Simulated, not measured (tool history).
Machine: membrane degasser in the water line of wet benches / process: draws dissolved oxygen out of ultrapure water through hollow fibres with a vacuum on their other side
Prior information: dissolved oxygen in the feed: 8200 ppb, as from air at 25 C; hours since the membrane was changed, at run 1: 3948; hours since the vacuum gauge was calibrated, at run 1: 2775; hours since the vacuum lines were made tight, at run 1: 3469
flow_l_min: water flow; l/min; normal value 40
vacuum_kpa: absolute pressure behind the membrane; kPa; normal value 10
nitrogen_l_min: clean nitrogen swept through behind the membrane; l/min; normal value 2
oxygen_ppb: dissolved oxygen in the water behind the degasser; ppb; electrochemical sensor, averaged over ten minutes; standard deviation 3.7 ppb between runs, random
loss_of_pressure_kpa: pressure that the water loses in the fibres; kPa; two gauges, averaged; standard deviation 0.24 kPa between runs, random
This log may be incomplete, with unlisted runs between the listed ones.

run,hour,flow_l_min,vacuum_kpa,nitrogen_l_min,hours since the membrane was changed,hours since the vacuum gauge was calibrated,hours since the vacuum lines were made tight,oxygen_ppb,loss_of_pressure_kpa
1,0,40,10,2,3948,2775,3469,362,63.69
2,306.6,40,10,2,4255,3082,3775,373.4,63.14
3,506.2,40,10,2,4454,3281,3975,372.2,63.38
4,790.1,40,10,2,4738,3565,4259,364,63.21
5,1037,40,10,2,4985,3812,4506,374.6,63.28
6,1336.8,40,10,2,5285,4112,4805,365.5,63.01
7,1615.2,40,10,2,5563,4390,5084,371.4,63.09
8,1757.8,40,10,2,5706,4533,5226,366.4,62.96
9,1964.7,40,10,2,5913,4740,5433,368,62.5
10,2127.6,40,10,2,6076,4903,5596,370.3,62.72
# hour 2237.8: vacuum gauge calibrated
11,2278.7,40,10,2,6226,41,5747,363.1,62.56
12,2449.6,40,10,2,6397,212,5918,358.3,62.34
13,2597.1,40,6.6,2,6545,359,6065,223.1,62.78
14,2835,40,6.6,2,6783,597,6303,221.3,62.14
15,2965.8,40,6.6,2,6914,728,6434,219.9,62.6
16,3156.3,40,10,1.13,7104,919,6625,552.1,62.22
17,3312.7,40,10,1.13,7260,1075,6781,540.5,62.52
18,3481.8,40,10,1.13,7429,1244,6950,545.6,62.19
19,3807.7,40,10,1.13,7755,1570,7276,534.6,62.39
20,4092,26,18.7,1.13,8040,1854,7560,747.1,40.72
21,4308.7,26,18.7,1.13,8256,2071,7777,740.4,40.45
22,4514.9,40,10,2.33,8463,2277,7983,329.3,62.3
23,4720.8,30,6.5,2,8669,2483,8189,144,46.65
24,4998.3,30,6.5,2,8946,2761,8467,143.5,46.4
25,5208.1,30,6.5,2,9156,2970,8676,148.3,46.18
26,5464,64,24.1,1.49,9412,3226,8932,1666.3,98.62
27,5661.6,53,7.4,2,9609,3424,9130,382.9,81.92
28,5869.3,53,7.4,2,9817,3632,9337,388.3,82.03
29,6130.1,34,7.3,2,10078,3892,9598,201.3,52.61
30,6292.1,36,7.9,1.05,10240,4054,9760,377.3,55.6
# hour 6540.9: seals of the vacuum lines changed
31,6617.5,36,7.9,1.05,10563,4378,77,379.1,55.49
32,6854.9,33,21,5.24,10801,4615,314,307.3,51.17
# hour 7023.7: gauge calibrated
33,7023.7,36,16.8,0.89,10969,4784,483,1031.5,56.77

A few steps of loss_of_pressure_kpa between consecutive runs. Split each: what settings, incoming material and random variation would produce without the hidden state, and what is left over for the hidden state, along with gauge scatter present in only one of the two compared results (measured, and without hidden state):
Hidden state present: membrane still open, %; true pressure behind the membrane over the reading, kPa; air that leaks in behind the membrane, l/min; drift of the gauge itself on oxygen_ppb, %; drift of the gauge itself on loss_of_pressure_kpa, %.
Run 21 -> 22: flow_l_min 26 -> 40, vacuum_kpa 18.7 -> 10, nitrogen_l_min 1.13 -> 2.33. loss_of_pressure_kpa +21.85 kPa: hidden state -0.44, all else +22.29.
Run 25 -> 26: flow_l_min 30 -> 64, vacuum_kpa 6.5 -> 24.1, nitrogen_l_min 2 -> 1.49. loss_of_pressure_kpa +52.44 kPa: hidden state -1.23, all else +53.67.
Run 28 -> 29: flow_l_min 53 -> 34, vacuum_kpa 7.4 -> 7.3. loss_of_pressure_kpa -29.42 kPa: hidden state +0.66, all else -30.08.
Run 32 -> 33: flow_l_min 33 -> 36, vacuum_kpa 21 -> 16.8, nitrogen_l_min 5.24 -> 0.89, gauge calibrated. loss_of_pressure_kpa +5.6 kPa: hidden state +1.51, all else +4.09.
